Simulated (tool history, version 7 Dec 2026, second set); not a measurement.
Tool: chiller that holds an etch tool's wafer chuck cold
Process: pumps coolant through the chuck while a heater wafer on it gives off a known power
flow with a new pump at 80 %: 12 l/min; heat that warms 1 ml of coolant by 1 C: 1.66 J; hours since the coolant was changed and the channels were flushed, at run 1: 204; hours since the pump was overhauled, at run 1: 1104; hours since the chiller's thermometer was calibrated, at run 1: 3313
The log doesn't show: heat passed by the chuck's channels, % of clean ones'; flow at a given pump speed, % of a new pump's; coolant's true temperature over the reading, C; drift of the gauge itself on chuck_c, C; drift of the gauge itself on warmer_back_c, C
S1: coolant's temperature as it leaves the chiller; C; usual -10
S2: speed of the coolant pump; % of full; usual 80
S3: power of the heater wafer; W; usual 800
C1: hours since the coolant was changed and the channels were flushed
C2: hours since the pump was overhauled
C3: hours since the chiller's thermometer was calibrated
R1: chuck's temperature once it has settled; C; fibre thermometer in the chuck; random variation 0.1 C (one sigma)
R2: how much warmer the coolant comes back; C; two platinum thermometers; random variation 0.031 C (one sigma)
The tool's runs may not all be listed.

{"run": 1, "day": 0.0, "S1": -10, "S2": 80, "S3": 800, "C1": 204, "C2": 1104, "C3": 3313, "R1": -3.6, "R2": 2.52}
{"run": 2, "day": 1.775, "S1": -10, "S2": 100, "S3": 800, "C1": 247, "C2": 1147, "C3": 3356, "R1": -4.6, "R2": 1.92}
{"run": 3, "day": 3.146, "S1": -10, "S2": 100, "S3": 800, "C1": 280, "C2": 1180, "C3": 3389, "R1": -4.6, "R2": 1.93}
{"run": 4, "day": 4.317, "S1": -10, "S2": 80, "S3": 800, "C1": 308, "C2": 1208, "C3": 3417, "R1": -3.6, "R2": 2.48}
{"run": 5, "day": 5.162, "S1": -10, "S2": 95, "S3": 800, "C1": 328, "C2": 1228, "C3": 3437, "R1": -4.3, "R2": 2.04}
{"run": 6, "day": 6.217, "S1": -10, "S2": 95, "S3": 800, "C1": 354, "C2": 1254, "C3": 3463, "R1": -4.3, "R2": 2.02}
{"run": 7, "day": 7.075, "S1": -10, "S2": 79, "S3": 800, "C1": 374, "C2": 1274, "C3": 3483, "R1": -3.6, "R2": 2.54}
{"run": 8, "day": 8.025, "S1": -10, "S2": 79, "S3": 800, "C1": 397, "C2": 1297, "C3": 3506, "R1": -3.5, "R2": 2.59}
{"run": 9, "day": 9.067, "S1": -10, "S2": 79, "S3": 800, "C1": 422, "C2": 1322, "C3": 3531, "R1": -3.6, "R2": 2.5}
{"run": 10, "day": 10.233, "S1": -10, "S2": 79, "S3": 800, "C1": 450, "C2": 1350, "C3": 3559, "R1": -3.6, "R2": 2.49}
{"run": 11, "day": 11.296, "S1": -3, "S2": 80, "S3": 800, "C1": 475, "C2": 1376, "C3": 3584, "R1": 3.4, "R2": 2.51}
{"run": 12, "day": 13.096, "S1": -3, "S2": 80, "S3": 800, "C1": 519, "C2": 1419, "C3": 3628, "R1": 3.3, "R2": 2.51}
{"run": 13, "day": 14.371, "S1": -3, "S2": 80, "S3": 800, "C1": 549, "C2": 1449, "C3": 3658, "R1": 3.4, "R2": 2.48}
{"run": 14, "day": 15.762, "S1": -10, "S2": 80, "S3": 558, "C1": 583, "C2": 1483, "C3": 3692, "R1": -5.6, "R2": 1.74}
{"run": 15, "day": 17.133, "S1": -10, "S2": 80, "S3": 558, "C1": 616, "C2": 1516, "C3": 3725, "R1": -5.5, "R2": 1.76}
{"run": 16, "day": 18.212, "S1": -10, "S2": 80, "S3": 800, "C1": 641, "C2": 1542, "C3": 3750, "R1": -3.4, "R2": 2.49}
{"run": 17, "day": 19.942, "S1": -10, "S2": 80, "S3": 800, "C1": 683, "C2": 1583, "C3": 3792, "R1": -3.7, "R2": 2.54}
{"run": 18, "day": 21.025, "S1": -10, "S2": 80, "S3": 800, "C1": 709, "C2": 1609, "C3": 3818, "R1": -3.4, "R2": 2.51}
{"run": 19, "day": 22.267, "S1": -10, "S2": 80, "S3": 800, "C1": 739, "C2": 1639, "C3": 3848, "R1": -3.5, "R2": 2.5}
{"run": 20, "day": 24.229, "S1": -19, "S2": 80, "S3": 800, "C1": 786, "C2": 1686, "C3": 3895, "R1": -12.7, "R2": 2.53}
{"run": 21, "day": 25.55, "S1": -3, "S2": 80, "S3": 889, "C1": 818, "C2": 1718, "C3": 3926, "R1": 4.2, "R2": 2.82}
{"run": 22, "day": 27.4, "S1": -20, "S2": 89, "S3": 647, "C1": 862, "C2": 1762, "C3": 3971, "R1": -15.2, "R2": 1.81}
{"run": 23, "day": 28.988, "S1": -20, "S2": 89, "S3": 647, "C1": 900, "C2": 1800, "C3": 4009, "R1": -15.2, "R2": 1.82}
{"run": 24, "day": 31.021, "S1": -4, "S2": 80, "S3": 800, "C1": 949, "C2": 1849, "C3": 4058, "R1": 2.3, "R2": 2.46}
{"run": 25, "day": 32.117, "S1": -4, "S2": 62, "S3": 800, "C1": 975, "C2": 1875, "C3": 4084, "R1": 3.9, "R2": 3.37}
{"run": 26, "day": 33.933, "S1": -6, "S2": 80, "S3": 514, "C1": 1019, "C2": 1919, "C3": 4128, "R1": -1.9, "R2": 1.64}
{"run": 27, "day": 35.512, "S1": -3, "S2": 67, "S3": 736, "C1": 1057, "C2": 1957, "C3": 4166, "R1": 3.7, "R2": 2.84}
{"run": 28, "day": 37.4, "S1": -3, "S2": 66, "S3": 520, "C1": 1102, "C2": 2002, "C3": 4211, "R1": 1.9, "R2": 1.97}
{"run": 29, "day": 39.396, "S1": -10, "S2": 80, "S3": 427, "C1": 1150, "C2": 2050, "C3": 4259, "R1": -6.7, "R2": 1.36}
{"run": 30, "day": 41.175, "S1": -10, "S2": 80, "S3": 427, "C1": 1193, "C2": 2093, "C3": 4301, "R1": -6.7, "R2": 1.39}
{"run": 31, "day": 42.588, "S1": -11, "S2": 75, "S3": 410, "C1": 1227, "C2": 2127, "C3": 4335, "R1": -7.6, "R2": 1.37}
{"run": 32, "day": 44.104, "S1": -17, "S2": 87, "S3": 420, "C1": 1263, "C2": 2163, "C3": 4372, "R1": -13.8, "R2": 1.25}
{"run": 33, "day": 45.333, "S1": -3, "S2": 77, "S3": 1142, "C1": 1292, "C2": 2192, "C3": 4401, "R1": 6.7, "R2": 3.73}

3 ways to go on from here, each from the tool as it stands after run 33. What would each give?
{"run": "A", "day": 46.942, "S1": -9, "S2": 80, "S3": 800, "C1": 1331, "C2": 2231, "C3": 4440, "R1": "?", "R2": "?"}
{"run": "B", "day": 46.942, "S1": -3, "S2": 98, "S3": 1030, "C1": 1331, "C2": 2231, "C3": 4440, "R1": "?", "R2": "?"}
{"run": "C", "day": 46.942, "S1": -4, "S2": 84, "S3": 470, "C1": 1331, "C2": 2231, "C3": 4440, "R1": "?", "R2": "?"}

run=A R1=-2.5 R2=2.58
run=B R1=4.5 R2=2.58
run=C R1=-0.4 R2=1.41
Without the tool's hidden state the same runs would have given:
run=A R1=-2.7 R2=2.45
run=B R1=4.2 R2=2.44
run=C R1=-0.4 R2=1.33
